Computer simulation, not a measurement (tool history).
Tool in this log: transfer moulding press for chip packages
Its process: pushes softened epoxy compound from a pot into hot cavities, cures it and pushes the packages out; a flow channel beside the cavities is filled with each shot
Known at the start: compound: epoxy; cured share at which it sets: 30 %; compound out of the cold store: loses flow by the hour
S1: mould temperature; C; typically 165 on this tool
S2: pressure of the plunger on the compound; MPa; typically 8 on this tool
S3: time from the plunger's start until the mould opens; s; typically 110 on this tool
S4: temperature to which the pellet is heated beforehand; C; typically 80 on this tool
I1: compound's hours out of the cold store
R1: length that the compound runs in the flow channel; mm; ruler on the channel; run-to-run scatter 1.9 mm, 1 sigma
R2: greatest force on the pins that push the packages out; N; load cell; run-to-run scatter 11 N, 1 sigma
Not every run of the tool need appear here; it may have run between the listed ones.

| run | day | S1 | S2 | S3 | S4 | I1 | R1 | R2 |
|---|---|---|---|---|---|---|---|---|
| 1 | 0 | 165 | 8 | 110 | 80 | 15.6 | 632 | 869 |
|  | 0.3 | cavities cleaned with cleaning compound and waxed |
| 2 | 0.729 | 165 | 8 | 110 | 80 | 38.6 | 572 | 961 |
| 3 | 1.3 | 165 | 8 | 110 | 80 | 19.9 | 618 | 1034 |
|  | 2.329 | cavities cleaned with cleaning compound and waxed |
| 4 | 2.333 | 165 | 8 | 110 | 80 | 26.8 | 601 | 494 |
|  | 2.854 | cavities cleaned with cleaning compound and waxed, once more |
| 5 | 3.358 | 165 | 8 | 110 | 80 | 38.5 | 570 | 628 |
| 6 | 4.417 | 165 | 8 | 110 | 80 | 33.2 | 582 | 846 |
|  | 4.817 | cavities cleaned with cleaning compound and waxed |
| 7 | 5.212 | 165 | 9.89 | 110 | 80 | 17.5 | 686 | 622 |
| 8 | 6.208 | 165 | 9.89 | 110 | 80 | 44.5 | 612 | 820 |
|  | 6.808 | cavities cleaned with cleaning compound and waxed |
| 9 | 7.388 | 165 | 6.65 | 110 | 80 | 17.4 | 560 | 663 |
| 10 | 8.104 | 165 | 6.65 | 110 | 80 | 12.2 | 571 | 821 |
|  | 8.792 | cavities cleaned with cleaning compound and waxed |
| 11 | 9.104 | 165 | 8 | 108 | 80 | 18.2 | 608 | 599 |
| 12 | 10.046 | 165 | 8 | 108 | 80 | 18.6 | 606 | 790 |
|  | 10.742 | cavities cleaned with cleaning compound and waxed |
| 13 | 10.967 | 165 | 8 | 108 | 80 | 39.8 | 555 | 564 |
|  | 11.271 | plunger's sealing rings changed |
| 14 | 11.596 | 165 | 8 | 110 | 80 | 18.5 | 648 | 700 |
| 15 | 12.3 | 165 | 8 | 110 | 80 | 34.9 | 604 | 790 |
|  | 12.708 | mould's thermocouples calibrated |
|  | 12.883 | cavities cleaned with cleaning compound and waxed |
| 16 | 13.179 | 162 | 6 | 147 | 80 | 9.6 | 589 | 546 |
| 17 | 14.083 | 162 | 9.95 | 147 | 78 | 34 | 686 | 711 |
|  | 14.867 | cavities cleaned with cleaning compound and waxed |
| 18 | 15.029 | 166 | 6.59 | 123 | 80 | 26.8 | 565 | 503 |
| 19 | 15.542 | 168 | 8 | 110 | 80 | 23.2 | 623 | 656 |
| 20 | 16.617 | 170 | 7.94 | 96 | 71 | 34.9 | 589 | 811 |
|  | 16.821 | cavities cleaned with cleaning compound and waxed |
| 21 | 17.5 | 170 | 7.94 | 96 | 71 | 39.4 | 575 | 670 |
| 22 | 18.542 | 170 | 7.94 | 96 | 71 | 20.3 | 619 | 853 |
|  | 18.8 | cavities cleaned with cleaning compound and waxed |
| 23 | 19.608 | 170 | 7.94 | 96 | 71 | 18.1 | 626 | 714 |
| 24 | 20.142 | 170 | 7.94 | 96 | 71 | 13.8 | 637 | 808 |
|  | 20.762 | cavities cleaned with cleaning compound and waxed |
| 25 | 20.962 | 170 | 7.94 | 96 | 71 | 42.4 | 566 | 553 |
| 26 | 21.512 | 165 | 6.88 | 112 | 80 | 13.9 | 600 | 728 |
| 27 | 22.538 | 157 | 6.88 | 93 | 82 | 21 | 596 | 2267 |
|  | 22.729 | cavities cleaned with cleaning compound and waxed |
| 28 | 23.433 | 159 | 6.79 | 110 | 86 | 44.9 | 532 | 974 |

4 options for the next run, each taken on its own from the tool as it stands now. Forecast them:
| A | 24.488 | 159 | 6.79 | 110 | 86 | 29.9 | ? | ? |
| B | 24.488 | 159 | 6.79 | 126 | 75 | 26.6 | ? | ? |
| C | 24.488 | 165 | 6.5 | 110 | 80 | 39.4 | ? | ? |
| D | 24.488 | 167 | 7.11 | 147 | 80 | 33.9 | ? | ? |

| run | R1 | R2 |
|---|---|---|
| A | 566 | 1306 |
| B | 574 | 1020 |
| C | 521 | 885 |
| D | 552 | 716 |
Take away the tool's hidden state, keep each run's random variation, and the runs would have read:
| run | R1 | R2 |
|---|---|---|
| A | 587 | 751 |
| B | 595 | 584 |
| C | 539 | 509 |
| D | 572 | 406 |
